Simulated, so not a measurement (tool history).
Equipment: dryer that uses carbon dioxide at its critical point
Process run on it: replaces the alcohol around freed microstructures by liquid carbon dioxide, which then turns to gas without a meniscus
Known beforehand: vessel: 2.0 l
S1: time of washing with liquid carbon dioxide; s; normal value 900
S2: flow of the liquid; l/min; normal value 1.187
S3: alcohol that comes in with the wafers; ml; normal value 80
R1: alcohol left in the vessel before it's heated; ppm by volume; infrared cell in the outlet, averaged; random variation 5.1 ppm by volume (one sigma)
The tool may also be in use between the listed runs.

{"run": 1, "hour": 0.0, "S1": 900, "S2": 1.187, "S3": 80, "R1": 154}
{"run": 2, "hour": 41.6, "S1": 900, "S2": 1.187, "S3": 80, "R1": 164}
{"run": 3, "hour": 92.2, "S1": 900, "S2": 1.187, "S3": 80, "R1": 180}
{"run": 4, "hour": 140.1, "S1": 900, "S2": 1.187, "S3": 80, "R1": 189}
{"run": 5, "hour": 170.2, "S1": 900, "S2": 1.187, "S3": 59, "R1": 163}
{"run": 6, "hour": 198.6, "S1": 900, "S2": 1.187, "S3": 59, "R1": 157}
{"run": 7, "hour": 233.9, "S1": 900, "S2": 1.187, "S3": 59, "R1": 183}
{"hour": 241.9, "done": "inlet filter changed"}
{"run": 8, "hour": 267.0, "S1": 900, "S2": 1.187, "S3": 59, "R1": 132}
{"run": 9, "hour": 293.4, "S1": 900, "S2": 1.187, "S3": 59, "R1": 123}
{"run": 10, "hour": 350.4, "S1": 1260, "S2": 1.187, "S3": 80, "R1": 99}
{"run": 11, "hour": 402.1, "S1": 900, "S2": 1.09, "S3": 80, "R1": 202}
{"run": 12, "hour": 435.0, "S1": 900, "S2": 0.76, "S3": 80, "R1": 725}
{"run": 13, "hour": 484.3, "S1": 900, "S2": 0.76, "S3": 80, "R1": 740}
{"run": 14, "hour": 528.8, "S1": 900, "S2": 1.187, "S3": 80, "R1": 170}
{"run": 15, "hour": 592.6, "S1": 900, "S2": 1.187, "S3": 80, "R1": 165}
{"run": 16, "hour": 631.5, "S1": 1380, "S2": 1.187, "S3": 80, "R1": 115}
{"run": 17, "hour": 661.5, "S1": 1380, "S2": 1.187, "S3": 80, "R1": 102}
{"hour": 695.4, "done": "purifier's bed changed"}
{"run": 18, "hour": 709.8, "S1": 600, "S2": 1.187, "S3": 80, "R1": 674}
{"run": 19, "hour": 748.7, "S1": 600, "S2": 1.187, "S3": 66, "R1": 587}
{"run": 20, "hour": 806.6, "S1": 600, "S2": 1.187, "S3": 66, "R1": 646}
{"run": 21, "hour": 867.7, "S1": 1020, "S2": 1.5, "S3": 47, "R1": 21}
{"hour": 913.0, "done": "inlet filter changed"}
{"run": 22, "hour": 915.2, "S1": 780, "S2": 0.97, "S3": 80, "R1": 376}
{"run": 23, "hour": 946.9, "S1": 780, "S2": 0.97, "S3": 80, "R1": 377}
{"run": 24, "hour": 987.5, "S1": 1200, "S2": 0.97, "S3": 61, "R1": 48}
{"run": 25, "hour": 1044.9, "S1": 780, "S2": 0.9, "S3": 56, "R1": 397}
{"run": 26, "hour": 1103.4, "S1": 780, "S2": 0.9, "S3": 56, "R1": 443}
{"run": 27, "hour": 1138.3, "S1": 720, "S2": 1.23, "S3": 74, "R1": 215}
{"run": 28, "hour": 1201.3, "S1": 1140, "S2": 0.84, "S3": 50, "R1": 119}
{"run": 29, "hour": 1263.1, "S1": 720, "S2": 1, "S3": 26, "R1": 228}
{"run": 30, "hour": 1319.0, "S1": 840, "S2": 0.74, "S3": 66, "R1": 915}
{"run": 31, "hour": 1358.0, "S1": 840, "S2": 1.34, "S3": 58, "R1": 95}

The next listed run, before its measurement:
{"run": 32, "hour": 1390.4, "S1": 840, "S2": 1.34, "S3": 58, "R1": "?"}

R1: 85 ppm by volume
Were there no unlogged condition in the tool, this run, its random variation unchanged, would have produced R1 29 ppm by volume.
